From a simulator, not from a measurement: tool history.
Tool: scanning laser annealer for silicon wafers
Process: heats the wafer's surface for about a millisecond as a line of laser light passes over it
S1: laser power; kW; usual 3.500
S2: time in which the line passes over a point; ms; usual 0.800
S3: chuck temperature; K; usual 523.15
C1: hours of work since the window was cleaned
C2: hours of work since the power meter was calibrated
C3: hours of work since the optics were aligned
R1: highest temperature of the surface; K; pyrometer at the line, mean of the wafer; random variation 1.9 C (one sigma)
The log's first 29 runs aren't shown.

| run | hour | S1 | S2 | S3 | C1 | C2 | C3 | R1 |
|---|---|---|---|---|---|---|---|---|
| 30 | 812.6 | 3.146 | 0.645 | 498.15 | 95 | 872 | 592 | 1178.15 |
| 31 | 850.4 | 3.500 | 0.800 | 503.15 | 112 | 890 | 609 | 1336.15 |
| 32 | 876.2 | 3.286 | 0.794 | 542.15 | 124 | 901 | 621 | 1320.15 |
| 33 | 913.0 | 3.286 | 0.794 | 542.15 | 141 | 918 | 638 | 1322.15 |
| 34 | 944.7 | 3.286 | 0.639 | 517.15 | 156 | 933 | 653 | 1227.15 |
| 35 | 973.0 | 3.500 | 0.825 | 523.15 | 169 | 946 | 666 | 1371.15 |
| 36 | 1004.9 | 3.500 | 0.562 | 523.15 | 183 | 960 | 680 | 1242.15 |
| 37 | 1031.4 | 3.500 | 0.745 | 550.15 | 196 | 973 | 693 | 1362.15 |
| 38 | 1067.3 | 3.476 | 0.745 | 550.15 | 212 | 989 | 709 | 1355.15 |
| 39 | 1087.8 | 3.476 | 0.745 | 550.15 | 222 | 999 | 719 | 1358.15 |
| 40 | 1119.5 | 3.293 | 0.724 | 516.15 | 236 | 1013 | 733 | 1270.15 |

4 ways to go on from here, each from the tool as it stands after run 40. What would each give?
| A | 1152.5 | 3.293 | 0.796 | 516.15 | 251 | 1028 | 748 | ? |
| B | 1152.5 | 3.661 | 0.724 | 516.15 | 251 | 1028 | 748 | ? |
| C | 1152.5 | 3.754 | 0.800 | 528.15 | 251 | 1028 | 748 | ? |
| D | 1152.5 | 3.321 | 0.724 | 528.15 | 251 | 1028 | 748 | ? |

| run | R1 |
|---|---|
| A | 1299.15 |
| B | 1358.15 |
| C | 1430.15 |
| D | 1283.15 |
Without the tool's hidden state the same runs would have given:
| run | R1 |
|---|---|
| A | 1300.15 |
| B | 1358.15 |
| C | 1431.15 |
| D | 1284.15 |
